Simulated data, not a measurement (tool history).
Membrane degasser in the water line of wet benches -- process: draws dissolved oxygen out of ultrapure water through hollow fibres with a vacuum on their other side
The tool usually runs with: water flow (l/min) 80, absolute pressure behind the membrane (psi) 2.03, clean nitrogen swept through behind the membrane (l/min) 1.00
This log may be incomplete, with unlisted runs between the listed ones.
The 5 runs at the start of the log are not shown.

run	day	water flow (l/min)	absolute pressure behind the membrane (psi)	clean nitrogen swept through behind the membrane (l/min)	dissolved oxygen in the water behind the degasser (ppb)	pressure that the water loses in the fibres (psi)
6	17.188	80	2.03	1.00	1316.2	6.583
7	20.312	80	2.13	1.00	1386.3	6.592
# day 23.275: seals of the vacuum lines changed
8	23.488	80	2.13	1.00	1386.9	6.606
9	27.292	80	2.13	1.00	1387.5	6.579
10	30.529	80	2.13	1.00	1392.9	6.601
11	33.142	80	2.03	1.00	1316.9	6.624
12	35.408	57	2.03	1.00	1034.0	4.715
13	39.104	80	2.03	0.71	1598.5	6.567
14	41.304	80	2.03	0.42	2066.9	6.543
15	43.521	80	1.70	1.00	1070.7	6.620
16	48.308	80	1.70	1.00	1070.8	6.585
17	51.567	80	1.70	1.00	1070.6	6.588
18	54.775	87	1.70	1.00	1136.0	7.217
19	58.812	95	2.03	0.80	1666.6	7.848

The next listed run, before its measurement:
20	63.133	78	1.54	0.88	?	?

dissolved oxygen in the water behind the degasser (ppb): 1002.4
pressure that the water loses in the fibres (psi): 6.412
On a tool with no hidden condition, and with the same random variation, this run would have come out at dissolved oxygen in the water behind the degasser (ppb) 1002.1, pressure that the water loses in the fibres (psi) 6.411.
